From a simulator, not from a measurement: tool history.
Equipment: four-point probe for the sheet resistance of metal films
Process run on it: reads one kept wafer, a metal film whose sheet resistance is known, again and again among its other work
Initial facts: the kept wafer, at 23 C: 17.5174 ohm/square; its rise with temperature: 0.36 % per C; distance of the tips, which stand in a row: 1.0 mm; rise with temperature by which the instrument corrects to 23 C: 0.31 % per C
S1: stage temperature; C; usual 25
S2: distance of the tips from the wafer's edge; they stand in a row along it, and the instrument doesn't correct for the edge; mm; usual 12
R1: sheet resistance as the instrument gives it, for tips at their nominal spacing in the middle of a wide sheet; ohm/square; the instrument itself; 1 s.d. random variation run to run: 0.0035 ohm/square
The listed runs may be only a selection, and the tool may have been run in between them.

| run | hour | S1 | S2 | R1 |
|---|---|---|---|---|
| 1 | 0.0 | 25 | 12 | 17.686490 |
| 2 | 65.0 | 25 | 64 | 17.625218 |
| 3 | 184.8 | 25 | 64 | 17.628155 |
| 4 | 235.5 | 25 | 64 | 17.621161 |
| 5 | 307.0 | 25 | 12 | 17.691549 |
| 6 | 411.2 | 25 | 12 | 17.692602 |
| 7 | 508.7 | 34 | 12 | 17.774392 |
| 8 | 567.4 | 34 | 12 | 17.777806 |
| 9 | 666.6 | 34 | 12 | 17.779924 |
| 10 | 767.4 | 34 | 12 | 17.788398 |
| 11 | 847.1 | 34 | 12 | 17.782228 |
| 12 | 951.6 | 25 | 12 | 17.704034 |
| 13 | 1061.4 | 25 | 12 | 17.716126 |
| 14 | 1119.0 | 25 | 12 | 17.715402 |
| 15 | 1242.1 | 25 | 12 | 17.718956 |
| 16 | 1323.5 | 20 | 16 | 17.645913 |
| 17 | 1400.1 | 32 | 6 | 17.982024 |
| 18 | 1458.5 | 30 | 39 | 17.714641 |
| 19 | 1574.8 | 22 | 25 | 17.647544 |
| 20 | 1692.2 | 28 | 35 | 17.693230 |
| 21 | 1775.3 | 28 | 16 | 17.726513 |
| 22 | 1865.7 | 28 | 16 | 17.725662 |
| 23 | 1976.4 | 28 | 13 | 17.763674 |
| 24 | 2082.8 | 23 | 5 | 18.034003 |
| 25 | 2182.3 | 23 | 22 | 17.686567 |
| 26 | 2244.5 | 25 | 24 | 17.695227 |

For some of the steps in R1 from one run to the next: how much would appear even if the tool had no hidden state, given the settings, what came in and random variation, and how much remains for the hidden state plus any gauge scatter that the measured result and the result without hidden state don't share?
Hidden state present: inner tips' distance over the nominal, %; tips' flats over new ones', %; wafer's true temperature over the reading, C; drift of the gauge itself on sheet_ohm, %.
Run 16 -> 17: S1 20 -> 32, S2 16 -> 6. R1 +0.336111 ohm/square: hidden state +0.005229, all else +0.330882.
Run 23 -> 24: S1 28 -> 23, S2 13 -> 5. R1 +0.270329 ohm/square: hidden state +0.004717, all else +0.265612.
Run 24 -> 25: S2 5 -> 22. R1 -0.347436 ohm/square: hidden state +0.000064, all else -0.347500.

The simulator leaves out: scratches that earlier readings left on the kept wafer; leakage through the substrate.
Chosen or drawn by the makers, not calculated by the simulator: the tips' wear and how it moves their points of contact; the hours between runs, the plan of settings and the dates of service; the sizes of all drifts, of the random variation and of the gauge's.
